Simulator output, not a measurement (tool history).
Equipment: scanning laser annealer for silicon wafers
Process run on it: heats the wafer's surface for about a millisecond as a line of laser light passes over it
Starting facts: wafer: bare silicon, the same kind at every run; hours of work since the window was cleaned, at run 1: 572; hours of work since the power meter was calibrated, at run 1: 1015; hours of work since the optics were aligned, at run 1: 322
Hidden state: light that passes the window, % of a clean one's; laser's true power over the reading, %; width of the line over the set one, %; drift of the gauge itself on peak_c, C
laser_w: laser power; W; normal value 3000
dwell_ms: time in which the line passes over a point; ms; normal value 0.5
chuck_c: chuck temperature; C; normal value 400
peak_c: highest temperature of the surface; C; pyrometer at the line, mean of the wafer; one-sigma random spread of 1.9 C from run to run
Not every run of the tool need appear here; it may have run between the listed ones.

run    hour  laser_w  dwell_ms  chuck_c  hours of work since the window was cleaned  hours of work since the power meter was calibrated  hours of work since the optics were aligned  peak_c
  1       0     3000       0.5      400                                         572                                                1015                                          322    1112
  2    60.6     3000       0.5      400                                         599                                                1042                                          349    1107
  3   135.5     3000       0.5      400                                         632                                                1076                                          383    1104
  4   172.2     3000       0.5      400                                         648                                                1092                                          399    1106
  5   213.5     3000       0.5      402                                         667                                                1110                                          417    1104
  6   277.7     3000       0.5      402                                         695                                                1139                                          446    1104
  7   327.4     3042       0.5      402                                         717                                                1161                                          468    1114
  8     385     3000       0.5      400                                         743                                                1187                                          494    1102
  9   446.3     3000       0.5      400                                         770                                                1214                                          521    1103
      476.6  -- window over the wafer cleaned
 10   493.5     3000       0.5      400                                           8                                                1234                                          541    1120
 11   568.2     3000       0.5      400                                          41                                                1267                                          574    1121
 12     623     3000       0.5      400                                          65                                                1292                                          599    1122
 13   694.1     3000       0.5      400                                          97                                                1323                                          630    1119
 14     755     3000       0.5      400                                         124                                                1350                                          658    1117
 15   817.1     3000       0.5      400                                         152                                                1378                                          685    1115
 16   872.7     3000       0.5      400                                         176                                                1403                                          710    1118
 17     907     3000     0.458      400                                         192                                                1418                                          725    1085
 18   948.3     3000     0.458      400                                         210                                                1437                                          744    1086
 19   995.6     3000     0.608      400                                         231                                                1458                                          765    1189
 20  1067.2     3000     0.608      400                                         263                                                1489                                          797    1183
 21  1134.1     3000     0.608      400                                         293                                                1519                                          826    1181
 22  1176.4     3000     0.471      400                                         311                                                1538                                          845    1088
 23  1242.1     3038     0.381      420                                         341                                                1567                                          874    1052
 24  1312.1     3000     0.503      400                                         372                                                1598                                          906    1113
 25  1352.5     3000     0.503      400                                         390                                                1616                                          923    1109
 26    1410     3049     0.513      426                                         415                                                1642                                          949    1158
 27  1467.2     3049     0.513      426                                         441                                                1667                                          975    1157
     1477.5  -- optics aligned, line set to its width
 28  1535.8     2929     0.561      426                                         469                                                1696                                           26    1147
 29    1593     2968       0.5      377                                         495                                                1721                                           51    1067
 30  1667.2     2804       0.5      377                                         528                                                1754                                           84    1019
 31  1710.1     2761       0.5      404                                         547                                                1773                                          104    1033
     1731.4  -- optics aligned, line set to its width, once more
 32  1749.9     2627       0.5      435                                         562                                                1789                                            8    1041
 33    1815     2627       0.5      397                                         591                                                1818                                           37    1000
 34  1851.1     2933       0.5      416                                         607                                                1834                                           53    1109
 35  1924.8     2933       0.5      416                                         640                                                1867                                           86    1111
 36  1980.5     2998     0.463      384                                         665                                                1891                                          111    1069
 37  2012.5     2998     0.463      384                                         679                                                1906                                          125    1067
 38  2049.7     2998     0.463      438                                         696                                                1922                                          142    1120
 39  2084.4     2871     0.528      366                                         711                                                1938                                          157    1053
 40  2149.3     2887     0.603      385                                         740                                                1967                                          186    1125
 41  2217.4     2887     0.603      385                                         770                                                1997                                          216    1121

Per-run results on a tool with no hidden state, each run keeping its own random variation:
run  peak_c
  1    1138
  2    1134
  3    1132
  4    1135
  5    1134
  6    1135
  7    1146
  8    1135
  9    1136
 10    1131
 11    1134
 12    1136
 13    1134
 14    1133
 15    1131
 16    1135
 17    1102
 18    1104
 19    1211
 20    1206
 21    1205
 22    1110
 23    1073
 24    1137
 25    1135
 26    1185
 27    1185
 28    1180
 29    1099
 30    1050
 31    1065
 32    1058
 33    1018
 34    1130
 35    1133
 36    1092
 37    1090
 38    1144
 39    1077
 40    1153
 41    1150
